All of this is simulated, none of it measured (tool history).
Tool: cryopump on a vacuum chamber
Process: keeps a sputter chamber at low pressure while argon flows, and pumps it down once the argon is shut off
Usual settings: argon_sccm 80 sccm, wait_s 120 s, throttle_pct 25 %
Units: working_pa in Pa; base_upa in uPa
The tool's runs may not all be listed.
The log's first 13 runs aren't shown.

| run | hour | argon_sccm | wait_s | throttle_pct | hours of work since the pump was warmed up and emptied | hours of work since the cold head was overhauled | hours of work since the chamber's fittings were tightened | working_pa | base_upa |
|---|---|---|---|---|---|---|---|---|---|
| 14 | 430.6 | 80 | 120 | 25 | 349 | 349 | 1129 | 0.3604 | 0.90 |
| 15 | 476.5 | 80 | 120 | 25 | 378 | 378 | 1157 | 0.3631 | 0.92 |
| 16 | 517.5 | 80 | 120 | 25 | 404 | 404 | 1183 | 0.3625 | 1.00 |
|  | 549.4 | pump warmed up, emptied and cooled again |
| 17 | 554.5 | 80 | 44 | 25 | 3 | 424 | 1203 | 0.3397 | 1.60 |
| 18 | 585.0 | 80 | 44 | 25 | 22 | 443 | 1222 | 0.3425 | 1.65 |
| 19 | 619.3 | 157 | 116 | 25 | 44 | 465 | 1244 | 0.6772 | 0.90 |
| 20 | 662.1 | 80 | 41 | 40 | 71 | 491 | 1271 | 0.2175 | 1.67 |
| 21 | 707.1 | 148 | 55 | 46 | 99 | 520 | 1299 | 0.3524 | 1.42 |
| 22 | 749.9 | 81 | 120 | 25 | 126 | 547 | 1326 | 0.3522 | 0.88 |
| 23 | 783.9 | 46 | 120 | 25 | 147 | 568 | 1347 | 0.2014 | 0.93 |
| 24 | 818.7 | 159 | 104 | 24 | 169 | 590 | 1369 | 0.7255 | 0.97 |
| 25 | 848.7 | 159 | 104 | 24 | 188 | 609 | 1388 | 0.7272 | 1.01 |
| 26 | 892.2 | 159 | 104 | 24 | 215 | 636 | 1415 | 0.7282 | 1.00 |
| 27 | 933.4 | 159 | 104 | 24 | 241 | 662 | 1441 | 0.7354 | 1.01 |
| 28 | 957.6 | 159 | 104 | 24 | 256 | 677 | 1456 | 0.7348 | 1.03 |
| 29 | 986.8 | 80 | 120 | 45 | 274 | 695 | 1474 | 0.2055 | 0.97 |
| 30 | 1009.5 | 62 | 115 | 16 | 289 | 709 | 1489 | 0.4251 | 0.98 |
| 31 | 1039.1 | 62 | 227 | 58 | 307 | 728 | 1507 | 0.1268 | 0.74 |
| 32 | 1072.0 | 62 | 227 | 58 | 328 | 749 | 1528 | 0.1273 | 0.74 |
| 33 | 1101.3 | 58 | 145 | 52 | 346 | 767 | 1546 | 0.1316 | 0.96 |
| 34 | 1128.8 | 37 | 126 | 32 | 363 | 784 | 1563 | 0.1322 | 0.97 |
| 35 | 1168.0 | 37 | 126 | 32 | 388 | 809 | 1588 | 0.1340 | 1.00 |

Forecast each of these 3 alternatives for the next run:
| A | 1210.3 | 56 | 33 | 27 | 415 | 835 | 1615 | ? | ? |
| B | 1210.3 | 148 | 26 | 32 | 415 | 835 | 1615 | ? | ? |
| C | 1210.3 | 80 | 115 | 20 | 415 | 835 | 1615 | ? | ? |

| run | working_pa | base_upa |
|---|---|---|
| A | 0.2388 | 2.21 |
| B | 0.5403 | 2.55 |
| C | 0.4503 | 1.07 |
Without the tool's hidden state the same runs would have given:
| run | working_pa | base_upa |
|---|---|---|
| A | 0.2216 | 1.80 |
| B | 0.4946 | 2.15 |
| C | 0.4257 | 0.65 |

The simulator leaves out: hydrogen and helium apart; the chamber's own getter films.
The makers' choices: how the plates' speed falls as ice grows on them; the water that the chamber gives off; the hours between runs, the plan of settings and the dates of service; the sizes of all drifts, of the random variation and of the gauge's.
